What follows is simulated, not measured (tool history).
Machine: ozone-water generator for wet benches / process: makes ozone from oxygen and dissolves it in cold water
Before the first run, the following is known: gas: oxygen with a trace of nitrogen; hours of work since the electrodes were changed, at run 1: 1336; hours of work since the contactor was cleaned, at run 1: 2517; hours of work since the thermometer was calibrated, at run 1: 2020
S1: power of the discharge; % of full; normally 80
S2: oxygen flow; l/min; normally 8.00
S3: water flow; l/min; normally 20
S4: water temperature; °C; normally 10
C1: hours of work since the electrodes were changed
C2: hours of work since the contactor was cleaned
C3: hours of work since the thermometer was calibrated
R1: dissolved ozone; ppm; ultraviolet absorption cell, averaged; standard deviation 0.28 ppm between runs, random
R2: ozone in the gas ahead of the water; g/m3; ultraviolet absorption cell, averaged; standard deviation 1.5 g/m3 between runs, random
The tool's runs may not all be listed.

| run | hour | S1 | S2 | S3 | S4 | C1 | C2 | C3 | R1 | R2 |
|---|---|---|---|---|---|---|---|---|---|---|
| 1 | 0.0 | 80 | 8.00 | 20 | 10 | 1336 | 2517 | 2020 | 44.5 | 288.7 |
| 2 | 37.0 | 80 | 8.00 | 20 | 10 | 1368 | 2549 | 2052 | 44.2 | 290.3 |
| 3 | 87.1 | 80 | 8.00 | 20 | 10 | 1411 | 2592 | 2095 | 44.9 | 291.1 |
| 4 | 129.8 | 80 | 8.00 | 32 | 10 | 1448 | 2629 | 2132 | 30.2 | 287.9 |
|  | 138.5 | contactor cleaned |
| 5 | 162.7 | 80 | 8.00 | 20 | 10 | 1473 | 21 | 2156 | 44.7 | 287.2 |
| 6 | 196.8 | 80 | 8.00 | 20 | 10 | 1502 | 50 | 2186 | 44.1 | 287.2 |
| 7 | 221.7 | 80 | 8.00 | 20 | 10 | 1523 | 72 | 2207 | 44.7 | 287.8 |
| 8 | 263.4 | 80 | 7.41 | 20 | 10 | 1559 | 107 | 2243 | 43.6 | 299.5 |
| 9 | 315.2 | 80 | 8.00 | 20 | 10 | 1604 | 152 | 2287 | 44.1 | 288.1 |
| 10 | 358.0 | 80 | 8.00 | 20 | 10 | 1641 | 189 | 2324 | 44.4 | 284.8 |
| 11 | 389.4 | 80 | 8.00 | 20 | 10 | 1668 | 216 | 2351 | 44.5 | 286.8 |
| 12 | 429.0 | 80 | 8.00 | 20 | 10 | 1702 | 250 | 2385 | 44.2 | 285.4 |
| 13 | 454.8 | 80 | 8.00 | 20 | 5 | 1724 | 272 | 2408 | 47.4 | 284.8 |
| 14 | 498.1 | 80 | 8.00 | 20 | 5 | 1761 | 309 | 2445 | 48.1 | 282.8 |
| 15 | 533.0 | 80 | 8.00 | 20 | 5 | 1791 | 339 | 2475 | 48.1 | 282.5 |
| 16 | 561.4 | 80 | 8.00 | 20 | 5 | 1816 | 364 | 2499 | 47.8 | 284.9 |
| 17 | 610.7 | 80 | 8.00 | 20 | 5 | 1858 | 406 | 2542 | 47.5 | 285.0 |
| 18 | 663.6 | 80 | 7.62 | 20 | 10 | 1903 | 452 | 2587 | 44.2 | 292.1 |
| 19 | 691.0 | 67 | 4.36 | 12 | 10 | 1927 | 475 | 2611 | 57.8 | 345.4 |
| 20 | 742.6 | 77 | 13.68 | 12 | 10 | 1971 | 520 | 2655 | 54.6 | 208.1 |
|  | 750.3 | gauge calibrated |
| 21 | 788.2 | 52 | 8.00 | 20 | 13 | 2011 | 559 | 2694 | 31.9 | 222.5 |
| 22 | 827.2 | 75 | 11.42 | 13 | 12 | 2044 | 592 | 2728 | 50.8 | 231.2 |
| 23 | 881.3 | 43 | 8.00 | 20 | 7 | 2091 | 639 | 2774 | 31.3 | 195.4 |
| 24 | 904.6 | 43 | 8.00 | 20 | 7 | 2111 | 659 | 2794 | 31.6 | 195.2 |
| 25 | 936.5 | 54 | 4.70 | 27 | 17 | 2138 | 686 | 2822 | 24.0 | 294.9 |
| 26 | 964.0 | 91 | 11.12 | 15 | 14 | 2162 | 710 | 2845 | 52.3 | 261.3 |
| 27 | 999.6 | 48 | 11.23 | 18 | 8 | 2192 | 741 | 2876 | 35.1 | 175.7 |
| 28 | 1037.3 | 80 | 4.06 | 15 | 10 | 2225 | 773 | 2909 | 53.8 | 411.5 |
| 29 | 1069.1 | 50 | 8.45 | 31 | 10 | 2252 | 800 | 2936 | 23.2 | 206.8 |

Take each entry between the runs: how does the hidden state at the last listed run before it differ from the hidden state at the first listed run after it?
From run 4 to run 5: contactor cleaned (hour 138.5)
  contactor's efficiency, % of a clean one's: 99.9 -> 100; true water temperature over the reading, C: 0 -> 0.01; drift of the gauge itself on gas_g_m3, %: -0.47 -> -0.58
  measured value less the no-hidden-state value, R2: -1.5 -> -1.8 g/m3
From run 20 to run 21: gauge calibrated (hour 750.3)
  drift of the gauge itself on gas_g_m3, %: -2.68 -> -0.14
  measured value less the no-hidden-state value, R2: -5.9 -> -0.4 g/m3
